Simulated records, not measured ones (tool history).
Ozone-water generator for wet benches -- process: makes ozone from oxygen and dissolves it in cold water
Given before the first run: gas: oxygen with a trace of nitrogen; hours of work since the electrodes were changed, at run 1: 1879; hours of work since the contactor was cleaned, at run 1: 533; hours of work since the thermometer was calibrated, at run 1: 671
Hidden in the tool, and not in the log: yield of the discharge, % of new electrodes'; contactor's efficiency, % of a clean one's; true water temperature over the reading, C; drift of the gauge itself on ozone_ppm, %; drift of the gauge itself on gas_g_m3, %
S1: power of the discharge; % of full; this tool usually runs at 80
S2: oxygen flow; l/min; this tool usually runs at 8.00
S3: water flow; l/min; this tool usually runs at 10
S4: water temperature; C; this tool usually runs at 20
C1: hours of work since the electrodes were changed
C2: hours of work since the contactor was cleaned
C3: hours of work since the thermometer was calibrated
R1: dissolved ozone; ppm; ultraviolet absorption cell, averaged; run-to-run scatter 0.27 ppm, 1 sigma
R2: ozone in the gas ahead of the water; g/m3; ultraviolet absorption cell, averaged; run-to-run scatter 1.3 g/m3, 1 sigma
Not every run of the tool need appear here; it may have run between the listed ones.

| run | hour | S1 | S2 | S3 | S4 | C1 | C2 | C3 | R1 | R2 |
|---|---|---|---|---|---|---|---|---|---|---|
| 1 | 0.0 | 80 | 8.00 | 10 | 20 | 1879 | 533 | 671 | 40.6 | 232.6 |
| 2 | 33.6 | 80 | 8.00 | 10 | 20 | 1909 | 564 | 702 | 40.2 | 232.1 |
| 3 | 72.3 | 80 | 10.79 | 10 | 20 | 1944 | 598 | 737 | 39.4 | 209.8 |
| 4 | 98.2 | 80 | 8.00 | 10 | 20 | 1968 | 622 | 760 | 39.6 | 232.3 |
| 5 | 139.2 | 80 | 8.00 | 10 | 20 | 2005 | 659 | 797 | 40.0 | 230.2 |
| 6 | 178.5 | 80 | 8.00 | 10 | 20 | 2040 | 694 | 832 | 40.0 | 229.7 |
| 7 | 223.1 | 80 | 8.00 | 10 | 20 | 2080 | 734 | 873 | 39.8 | 226.3 |
| 8 | 271.5 | 80 | 8.00 | 10 | 20 | 2124 | 778 | 916 | 39.9 | 228.4 |
| 9 | 318.6 | 80 | 8.00 | 10 | 20 | 2166 | 821 | 959 | 40.1 | 228.6 |
| 10 | 351.6 | 80 | 8.00 | 10 | 20 | 2196 | 850 | 988 | 40.4 | 228.7 |
| 11 | 388.6 | 80 | 6.24 | 10 | 20 | 2229 | 884 | 1022 | 39.9 | 246.9 |
| 12 | 415.8 | 80 | 6.24 | 10 | 20 | 2254 | 908 | 1046 | 39.6 | 246.7 |
| 13 | 457.7 | 80 | 8.00 | 10 | 20 | 2292 | 946 | 1084 | 40.1 | 228.2 |
| 14 | 501.6 | 80 | 8.00 | 10 | 20 | 2331 | 986 | 1124 | 39.8 | 228.3 |
| 15 | 540.9 | 80 | 8.00 | 10 | 20 | 2367 | 1021 | 1159 | 39.8 | 228.4 |
| 16 | 591.0 | 80 | 8.00 | 14 | 20 | 2412 | 1066 | 1204 | 32.4 | 227.5 |
| 17 | 636.8 | 80 | 8.00 | 14 | 20 | 2453 | 1107 | 1245 | 32.3 | 225.7 |
| 18 | 679.8 | 44 | 14.35 | 10 | 20 | 2492 | 1146 | 1284 | 22.2 | 114.5 |
| 19 | 706.4 | 44 | 14.35 | 10 | 20 | 2516 | 1170 | 1308 | 22.7 | 115.2 |
|  | 709.6 | water thermometer calibrated |
| 20 | 747.6 | 80 | 12.26 | 9 | 12 | 2553 | 1207 | 34 | 49.1 | 198.6 |
| 21 | 784.3 | 46 | 4.14 | 8 | 18 | 2586 | 1240 | 67 | 28.8 | 173.6 |
|  | 809.5 | water thermometer calibrated, once more |
| 22 | 831.4 | 59 | 8.00 | 10 | 20 | 2628 | 1282 | 20 | 30.4 | 173.6 |
| 23 | 873.9 | 50 | 8.00 | 10 | 16 | 2666 | 1320 | 58 | 28.8 | 152.5 |
| 24 | 902.9 | 90 | 5.42 | 10 | 21 | 2692 | 1346 | 84 | 42.9 | 281.5 |
| 25 | 930.6 | 50 | 5.42 | 10 | 15 | 2717 | 1371 | 109 | 29.3 | 170.3 |
| 26 | 976.5 | 82 | 8.00 | 16 | 20 | 2758 | 1413 | 150 | 30.0 | 231.0 |
| 27 | 1006.8 | 73 | 13.90 | 10 | 27 | 2786 | 1440 | 178 | 28.6 | 175.9 |
| 28 | 1031.8 | 73 | 13.90 | 10 | 27 | 2808 | 1463 | 200 | 28.6 | 175.6 |
| 29 | 1083.7 | 73 | 13.90 | 10 | 27 | 2855 | 1509 | 247 | 28.6 | 174.8 |
| 30 | 1115.5 | 50 | 8.00 | 16 | 20 | 2884 | 1538 | 276 | 19.3 | 150.9 |
| 31 | 1158.9 | 99 | 8.00 | 7 | 20 | 2923 | 1577 | 315 | 55.4 | 266.8 |
| 32 | 1189.7 | 50 | 12.39 | 12 | 20 | 2951 | 1605 | 343 | 22.9 | 130.8 |

Entry by entry between the runs, the difference in hidden state between the last listed run before and the first listed run after:
After run 19, before run 20: water thermometer calibrated (hour 709.6)
  yield of the discharge, % of new electrodes': 94.4 -> 94.3; contactor's efficiency, % of a clean one's: 97.2 -> 97.1; true water temperature over the reading, C: 0.17 -> 0.26
  the result without the hidden state subtracted from the measured one, R1: -1.1 -> -4.3 ppm; R2: -4.0 -> -13.5 g/m3
After run 21, before run 22: water thermometer calibrated, once more (hour 809.5)
  yield of the discharge, % of new electrodes': 94.2 -> 94.1; contactor's efficiency, % of a clean one's: 97 -> 96.9; true water temperature over the reading, C: 0.26 -> -0.03
  the result without the hidden state subtracted from the measured one, R1: -1.6 -> -2.0 ppm; R2: -6.7 -> -9.2 g/m3

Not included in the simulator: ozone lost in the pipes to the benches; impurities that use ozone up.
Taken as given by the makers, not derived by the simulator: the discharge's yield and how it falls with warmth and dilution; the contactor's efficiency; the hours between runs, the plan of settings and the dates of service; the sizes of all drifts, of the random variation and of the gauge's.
